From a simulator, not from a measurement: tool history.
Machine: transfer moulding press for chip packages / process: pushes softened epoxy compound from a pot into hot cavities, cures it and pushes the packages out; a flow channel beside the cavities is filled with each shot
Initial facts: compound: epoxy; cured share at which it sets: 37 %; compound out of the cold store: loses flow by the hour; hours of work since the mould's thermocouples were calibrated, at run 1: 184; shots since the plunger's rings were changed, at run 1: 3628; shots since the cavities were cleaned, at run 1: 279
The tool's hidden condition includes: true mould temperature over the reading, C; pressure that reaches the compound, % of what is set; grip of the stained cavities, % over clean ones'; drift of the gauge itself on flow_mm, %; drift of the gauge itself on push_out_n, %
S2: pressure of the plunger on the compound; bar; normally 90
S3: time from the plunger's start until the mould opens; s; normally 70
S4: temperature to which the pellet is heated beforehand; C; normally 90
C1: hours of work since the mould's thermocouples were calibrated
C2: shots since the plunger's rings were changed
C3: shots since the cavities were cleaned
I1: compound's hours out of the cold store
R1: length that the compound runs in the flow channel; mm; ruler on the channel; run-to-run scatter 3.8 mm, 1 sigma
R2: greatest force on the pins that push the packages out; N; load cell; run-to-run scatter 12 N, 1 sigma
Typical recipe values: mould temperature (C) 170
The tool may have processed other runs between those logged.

{"run": 1, "hour": 0.0, "mould temperature (C)": 170, "S2": 90, "S3": 70, "S4": 90, "C1": 184, "C2": 3628, "C3": 279, "I1": 42.5, "R1": 711, "R2": 760}
{"hour": 23.4, "done": "cavities cleaned with cleaning compound and waxed"}
{"run": 2, "hour": 42.6, "mould temperature (C)": 170, "S2": 82, "S3": 70, "S4": 90, "C1": 208, "C2": 4253, "C3": 292, "I1": 38.7, "R1": 679, "R2": 749}
{"hour": 65.5, "done": "cavities cleaned with cleaning compound and waxed"}
{"run": 3, "hour": 89.2, "mould temperature (C)": 170, "S2": 82, "S3": 70, "S4": 90, "C1": 234, "C2": 4938, "C3": 360, "I1": 21.1, "R1": 702, "R2": 805}
{"hour": 110.7, "done": "cavities cleaned with cleaning compound and waxed"}
{"run": 4, "hour": 124.8, "mould temperature (C)": 170, "S2": 82, "S3": 70, "S4": 94, "C1": 254, "C2": 5457, "C3": 215, "I1": 40.7, "R1": 660, "R2": 709}
{"hour": 130.2, "done": "plunger's sealing rings changed"}
{"hour": 154.9, "done": "cavities cleaned with cleaning compound and waxed"}
{"run": 5, "hour": 160.5, "mould temperature (C)": 170, "S2": 82, "S3": 70, "S4": 94, "C1": 272, "C2": 437, "C3": 84, "I1": 11.4, "R1": 771, "R2": 646}
{"run": 6, "hour": 185.1, "mould temperature (C)": 170, "S2": 82, "S3": 70, "S4": 94, "C1": 287, "C2": 811, "C3": 458, "I1": 10.8, "R1": 761, "R2": 900}
{"hour": 198.1, "done": "cavities cleaned with cleaning compound and waxed"}
{"run": 7, "hour": 213.8, "mould temperature (C)": 170, "S2": 82, "S3": 70, "S4": 94, "C1": 302, "C2": 1225, "C3": 239, "I1": 30.3, "R1": 724, "R2": 700}
{"run": 8, "hour": 233.7, "mould temperature (C)": 170, "S2": 75, "S3": 56, "S4": 90, "C1": 314, "C2": 1527, "C3": 541, "I1": 23.1, "R1": 699, "R2": 1465}
{"hour": 242.4, "done": "cavities cleaned with cleaning compound and waxed"}
{"run": 9, "hour": 280.2, "mould temperature (C)": 166, "S2": 90, "S3": 70, "S4": 90, "C1": 340, "C2": 2211, "C3": 574, "I1": 22.5, "R1": 785, "R2": 1310}
{"hour": 287.5, "done": "cavities cleaned with cleaning compound and waxed"}
{"run": 10, "hour": 317.6, "mould temperature (C)": 170, "S2": 103.7, "S3": 70, "S4": 90, "C1": 361, "C2": 2757, "C3": 457, "I1": 18.8, "R1": 818, "R2": 896}
{"hour": 330.0, "done": "cavities cleaned with cleaning compound and waxed"}
{"run": 11, "hour": 352.7, "mould temperature (C)": 170, "S2": 85, "S3": 70, "S4": 90, "C1": 380, "C2": 3267, "C3": 344, "I1": 25, "R1": 730, "R2": 794}
{"hour": 372.1, "done": "cavities cleaned with cleaning compound and waxed"}
{"run": 12, "hour": 390.2, "mould temperature (C)": 162, "S2": 79.9, "S3": 80, "S4": 90, "C1": 401, "C2": 3815, "C3": 276, "I1": 31, "R1": 726, "R2": 984}
{"hour": 416.2, "done": "cavities cleaned with cleaning compound and waxed"}
{"run": 13, "hour": 429.9, "mould temperature (C)": 162, "S2": 79.9, "S3": 80, "S4": 90, "C1": 423, "C2": 4395, "C3": 208, "I1": 25.9, "R1": 725, "R2": 976}

How the hidden state differs across the entries between the runs, from the last listed run before each to the first after it:
In the gap between runs 1 and 2: cavities cleaned with cleaning compound and waxed (hour 23.4)
  true mould temperature over the reading, C: 0.16 -> 0.2; pressure that reaches the compound, % of what is set: 89.78 -> 87.98; grip of the stained cavities, % over clean ones': 46 -> 43.3
  measured value less the no-hidden-state value, R1: -40 -> -46 mm; R2: +237 -> +220 N
In the gap between runs 2 and 3: cavities cleaned with cleaning compound and waxed (hour 65.5)
  true mould temperature over the reading, C: 0.2 -> 0.25; pressure that reaches the compound, % of what is set: 87.98 -> 86.05; grip of the stained cavities, % over clean ones': 43.3 -> 51.3
  measured value less the no-hidden-state value, R1: -46 -> -56 mm; R2: +220 -> +264 N
In the gap between runs 3 and 4: cavities cleaned with cleaning compound and waxed (hour 110.7)
  true mould temperature over the reading, C: 0.25 -> 0.28; pressure that reaches the compound, % of what is set: 86.05 -> 84.62; grip of the stained cavities, % over clean ones': 51.3 -> 33.6
  measured value less the no-hidden-state value, R1: -56 -> -58 mm; R2: +264 -> +171 N
In the gap between runs 4 and 5: plunger's sealing rings changed (hour 130.2); cavities cleaned with cleaning compound and waxed (hour 154.9)
  true mould temperature over the reading, C: 0.28 -> 0.32; pressure that reaches the compound, % of what is set: 84.62 -> 98.32; grip of the stained cavities, % over clean ones': 33.6 -> 16.3
  measured value less the no-hidden-state value, R1: -58 -> -8 mm; R2: +171 -> +78 N
In the gap between runs 6 and 7: cavities cleaned with cleaning compound and waxed (hour 198.1)
  true mould temperature over the reading, C: 0.34 -> 0.37; pressure that reaches the compound, % of what is set: 97.33 -> 96.28; grip of the stained cavities, % over clean ones': 65.4 -> 39.5
  measured value less the no-hidden-state value, R1: -12 -> -16 mm; R2: +346 -> +189 N
In the gap between runs 8 and 9: cavities cleaned with cleaning compound and waxed (hour 242.4)
  true mould temperature over the reading, C: 0.4 -> 0.45; pressure that reaches the compound, % of what is set: 95.45 -> 93.69; grip of the stained cavities, % over clean ones': 69.3 -> 74.2
  measured value less the no-hidden-state value, R1: -18 -> -28 mm; R2: +570 -> +528 N
In the gap between runs 9 and 10: cavities cleaned with cleaning compound and waxed (hour 287.5)
  true mould temperature over the reading, C: 0.45 -> 0.48; pressure that reaches the compound, % of what is set: 93.69 -> 92.27; grip of the stained cavities, % over clean ones': 74.2 -> 62
  measured value less the no-hidden-state value, R1: -28 -> -36 mm; R2: +528 -> +326 N
In the gap between runs 10 and 11: cavities cleaned with cleaning compound and waxed (hour 330)
  true mould temperature over the reading, C: 0.48 -> 0.52; pressure that reaches the compound, % of what is set: 92.27 -> 90.94; grip of the stained cavities, % over clean ones': 62 -> 51.3
  measured value less the no-hidden-state value, R1: -36 -> -38 mm; R2: +326 -> +254 N
In the gap between runs 11 and 12: cavities cleaned with cleaning compound and waxed (hour 372.1)
  true mould temperature over the reading, C: 0.52 -> 0.56; pressure that reaches the compound, % of what is set: 90.94 -> 89.47; grip of the stained cavities, % over clean ones': 51.3 -> 41.3
  measured value less the no-hidden-state value, R1: -38 -> -44 mm; R2: +254 -> +254 N
In the gap between runs 12 and 13: cavities cleaned with cleaning compound and waxed (hour 416.2)
  true mould temperature over the reading, C: 0.56 -> 0.6; pressure that reaches the compound, % of what is set: 89.47 -> 87.82; grip of the stained cavities, % over clean ones': 41.3 -> 34.3
  measured value less the no-hidden-state value, R1: -44 -> -51 mm; R2: +254 -> +211 N
